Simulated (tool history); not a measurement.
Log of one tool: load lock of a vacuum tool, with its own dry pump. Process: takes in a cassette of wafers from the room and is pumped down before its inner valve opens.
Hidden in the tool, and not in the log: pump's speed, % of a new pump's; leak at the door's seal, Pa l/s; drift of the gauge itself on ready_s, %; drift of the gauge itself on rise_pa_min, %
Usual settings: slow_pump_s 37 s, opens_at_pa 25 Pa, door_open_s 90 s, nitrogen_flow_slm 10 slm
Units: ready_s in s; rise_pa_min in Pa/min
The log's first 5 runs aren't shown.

run,hour,slow_pump_s,opens_at_pa,door_open_s,nitrogen_flow_slm,hours that the pump has run since its overhaul,times that the door has closed on its seal,"incoming humidity of the room's air, %",ready_s,rise_pa_min
6,1039.8,37,25,90,10,7321,13959,44.6,54.9,0.125
7,1214.2,37,25,90,10,7495,14551,45.6,55.7,0.131
8,1366.4,37,25,90,10,7647,15068,48.2,56.9,0.136
9,1565.3,37,25,90,10,7846,15744,47,55.4,0.142
10,1818.2,37,25,90,10,8099,16602,45,55.8,0.146
11,1947,37,25,90,10,8228,17040,45.2,56.1,0.143
12,2164.6,37,25,90,10,8445,17778,46.9,55.8,0.149
13,2414.8,37,25,90,10,8696,18628,43.2,56,0.152
14,2633,37,25,90,10,8914,19369,42,56.5,0.157
15,2747,37,25,90,10,9028,19756,42.9,56.1,0.157
16,2906.9,37,25,118,10,9188,20299,42.1,55.4,0.165
17,3012.6,53,25,33,25,9294,20658,43.4,69,0.134
18,3198.7,53,25,33,25,9480,21290,48,70.1,0.146

The next listed run, before its measurement:
19,3428.5,36,25,27,17,9709,22070,46.4,?,?

Run 19 gave ready_s 55.2 s, rise_pa_min 0.155 Pa/min.
Without the tool's hidden state the same run would have given ready_s 53 s, rise_pa_min 0.04 Pa/min.
